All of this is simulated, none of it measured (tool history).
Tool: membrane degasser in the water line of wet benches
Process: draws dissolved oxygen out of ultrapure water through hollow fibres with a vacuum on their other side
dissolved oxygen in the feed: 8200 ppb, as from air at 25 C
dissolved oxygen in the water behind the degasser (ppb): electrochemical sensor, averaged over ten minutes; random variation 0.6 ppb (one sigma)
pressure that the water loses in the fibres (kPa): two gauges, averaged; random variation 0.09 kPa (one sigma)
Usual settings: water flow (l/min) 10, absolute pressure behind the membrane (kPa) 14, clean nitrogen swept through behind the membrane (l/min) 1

run,hour,water flow (l/min),absolute pressure behind the membrane (kPa),clean nitrogen swept through behind the membrane (l/min),dissolved oxygen in the water behind the degasser (ppb),pressure that the water loses in the fibres (kPa)
1,0,10,14,1,263.3,27.64
2,54.9,10,14,1,263.8,27.5
3,136.1,10,14,1,264.4,27.6
4,206.3,10,24.3,1,498.3,27.58
5,284.4,10,24.3,1,497.6,27.73
6,337.9,10,24.3,1,497.3,27.78
7,439.3,10,24.3,1,496.2,27.52
8,488.1,10,24.3,1,497,27.69
9,596,10,11.3,1,201.1,27.63
10,666.6,10,11.3,1,200.9,27.6
11,716,10,11.3,1,201,27.99
12,769.9,10,11.3,1,201.6,27.63
13,836.9,10,25.8,0.45,1022.4,27.61
14,923.5,10,25.8,0.45,1022,27.69
15,995.6,10,25.8,0.45,1021,27.75
16,1099.9,7,25.8,0.7,538.8,19.47
17,1154.3,13,25.8,1.02,651.5,35.99
18,1253.4,13,17.5,0.42,871.7,36.13
19,1349.8,13,14.2,0.7,458.2,35.97
20,1399.1,12,14.9,1.06,320.4,33.43
21,1506.8,12,14.9,1.06,319,33.39
22,1616.3,12,14.9,1.06,319.4,33.38
23,1665.4,12,16.1,0.56,596.1,33.38

Measured less the same run without the tool's hidden state. The same run-to-run variation is in both; the gauge's scatter may not be:
The hidden state here: membrane still open, %; true pressure behind the membrane over the reading, kPa; air that leaks in behind the membrane, l/min; drift of the gauge itself on oxygen_ppb, %; drift of the gauge itself on loss_of_pressure_kpa, %.
run,dissolved oxygen in the water behind the degasser (ppb),pressure that the water loses in the fibres (kPa)
1,+9.8,+0.26
2,+9.9,+0.27
3,+10.1,+0.27
4,+18.7,+0.27
5,+18.9,+0.28
6,+19,+0.29
7,+19.3,+0.3
8,+19.4,+0.31
9,+8.4,+0.32
10,+8.5,+0.32
11,+8.5,+0.33
12,+8.6,+0.33
13,+27.8,+0.33
14,+28,+0.34
15,+28.2,+0.35
16,+31.1,+0.25
17,+20.3,+0.48
18,+13.6,+0.49
19,+12.5,+0.5
20,+12,+0.47
21,+12.1,+0.48
22,+12.3,+0.49
23,+16,+0.5
